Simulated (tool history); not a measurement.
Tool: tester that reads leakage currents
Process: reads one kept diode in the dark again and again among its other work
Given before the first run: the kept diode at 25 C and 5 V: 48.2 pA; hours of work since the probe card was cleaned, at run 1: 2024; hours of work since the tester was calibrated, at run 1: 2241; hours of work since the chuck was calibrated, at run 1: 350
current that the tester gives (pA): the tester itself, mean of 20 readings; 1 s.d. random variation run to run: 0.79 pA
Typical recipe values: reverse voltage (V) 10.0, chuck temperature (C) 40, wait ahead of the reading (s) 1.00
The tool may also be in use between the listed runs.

run	day	reverse voltage (V)	chuck temperature (C)	wait ahead of the reading (s)	hours of work since the probe card was cleaned	hours of work since the tester was calibrated	hours of work since the chuck was calibrated	current that the tester gives (pA)
1	0.000	10.0	40	1.00	2024	2241	350	235.47
2	6.354	10.0	40	0.31	2105	2322	430	232.11
3	9.762	10.0	26	0.31	2148	2365	474	69.96
4	13.996	10.0	26	0.31	2202	2419	527	68.64
# day 14.612: chuck's temperature calibrated
5	16.933	10.0	26	0.31	2238	2455	29	83.16
6	20.067	10.0	26	0.31	2278	2495	69	82.91
7	24.971	10.0	26	0.31	2340	2557	132	81.21
8	31.050	10.0	26	0.31	2417	2634	209	78.93
9	35.825	10.0	40	8.92	2478	2695	269	249.27
10	40.004	10.0	40	8.92	2531	2748	323	242.97
11	44.096	10.0	40	8.92	2583	2800	375	238.77
12	48.054	2.1	40	1.00	2634	2850	425	117.46
13	53.879	2.1	40	1.00	2708	2924	499	113.09
# day 56.933: chuck's temperature calibrated
14	57.329	2.1	40	1.00	2750	2967	5	138.89
15	60.154	2.1	40	1.00	2786	3003	41	137.53
16	65.371	15.9	40	6.87	2852	3069	107	330.03
17	71.538	16.5	40	1.61	2931	3148	185	329.51
18	76.704	16.5	38	1.20	2996	3213	251	273.45

Run 19 has not been measured yet. What should we expect?
19	83.079	11.8	40	0.65	3077	3294	332	?

For run 19 the tool returned current that the tester gives (pA) 270.13.
With no hidden state in the tool, this same run would have given current that the tester gives (pA) 283.27.

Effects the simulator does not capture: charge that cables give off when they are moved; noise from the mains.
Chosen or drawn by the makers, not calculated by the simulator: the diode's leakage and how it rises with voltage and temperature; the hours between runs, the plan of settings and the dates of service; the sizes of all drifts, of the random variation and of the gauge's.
